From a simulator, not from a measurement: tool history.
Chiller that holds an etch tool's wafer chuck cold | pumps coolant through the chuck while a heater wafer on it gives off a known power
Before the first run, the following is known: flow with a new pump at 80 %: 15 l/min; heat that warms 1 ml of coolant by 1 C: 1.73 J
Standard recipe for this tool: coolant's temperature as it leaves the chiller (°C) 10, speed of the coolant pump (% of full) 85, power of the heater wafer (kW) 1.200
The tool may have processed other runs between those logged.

run   hour  coolant's temperature as it leaves the chiller (°C)  speed of the coolant pump (% of full)  power of the heater wafer (kW)  chuck's temperature once it has settled (°C)  how much warmer the coolant comes back (C)
  1    0.0                                                   10                                     85                           1.200                                          17.5                                        2.62
  2   25.0                                                   10                                     85                           1.200                                          17.6                                        2.60
  3   57.5                                                   10                                     85                           0.957                                          15.9                                        2.10
  4   96.8                                                   10                                     85                           0.957                                          16.0                                        2.15
  5  121.1                                                   10                                     85                           1.200                                          17.7                                        2.67
  6  156.7                                                   10                                     85                           1.200                                          17.5                                        2.76
  7  202.5                                                   10                                     85                           1.200                                          17.4                                        2.71
  8  230.5                                                   10                                     61                           1.200                                          20.1                                        3.92
  9  260.9                                                   10                                     61                           1.200                                          20.2                                        3.90
 10  287.1                                                   10                                     61                           1.200                                          20.0                                        3.92
 11  310.4                                                   10                                     85                           1.200                                          17.5                                        2.80
 12  344.9                                                   10                                     60                           1.200                                          20.2                                        4.07
 13  387.5                                                   10                                     85                           1.689                                          20.7                                        3.90
 14  427.4                                                   10                                     85                           1.689                                          20.6                                        3.93
 15  449.9                                                   10                                     85                           1.689                                          20.8                                        3.95
 16  481.0                                                   10                                     85                           1.689                                          20.7                                        3.99
 17  511.5                                                   14                                     68                           0.639                                          18.8                                        2.10
 18  535.4                                                   14                                     77                           0.639                                          18.5                                        1.85
 19  560.5                                                   10                                     85                           0.957                                          16.1                                        2.42
 20  588.8                                                   10                                     85                           0.957                                          16.1                                        2.46
     595.0  -- gauge calibrated
 21  615.2                                                   10                                     85                           0.957                                          16.2                                        2.07
 22  652.3                                                   10                                     85                           0.957                                          16.0                                        2.10
 23  687.2                                                   10                                     85                           0.957                                          16.2                                        2.18
 24  723.3                                                   13                                     85                           1.760                                          24.2                                        3.95
 25  744.4                                                    8                                     67                           1.311                                          18.2                                        3.74
 26  770.9                                                   10                                     85                           0.618                                          14.0                                        1.46
 27  804.5                                                   10                                     87                           1.767                                          21.0                                        3.81
 28  838.6                                                   10                                     87                           1.767                                          20.9                                        3.91
 29  861.0                                                   16                                     87                           1.767                                          27.0                                        3.86
 30  896.7                                                   16                                     87                           1.767                                          26.8                                        3.94
 31  930.3                                                   10                                     77                           0.999                                          16.7                                        2.62
 32  951.1                                                   16                                     64                           0.845                                          22.9                                        2.73

What if the next run were any one of these 3? Each begins from the tool's condition after run 32:
  A  992.4                                                   19                                     67                           0.802                                             ?                                           ?
  B  992.4                                                   10                                     64                           0.845                                             ?                                           ?
  C  992.4                                                    6                                     73                           1.583                                             ?                                           ?

run  chuck's temperature once it has settled (°C)  how much warmer the coolant comes back (C)
  A                                          25.2                                        2.55
  B                                          16.9                                        2.72
  C                                          17.5                                        4.23
Stripped of hidden state, with their random variation kept, the same runs would have yielded:
run  chuck's temperature once it has settled (°C)  how much warmer the coolant comes back (C)
  A                                          25.2                                        2.30
  B                                          16.9                                        2.48
  C                                          17.5                                        3.99
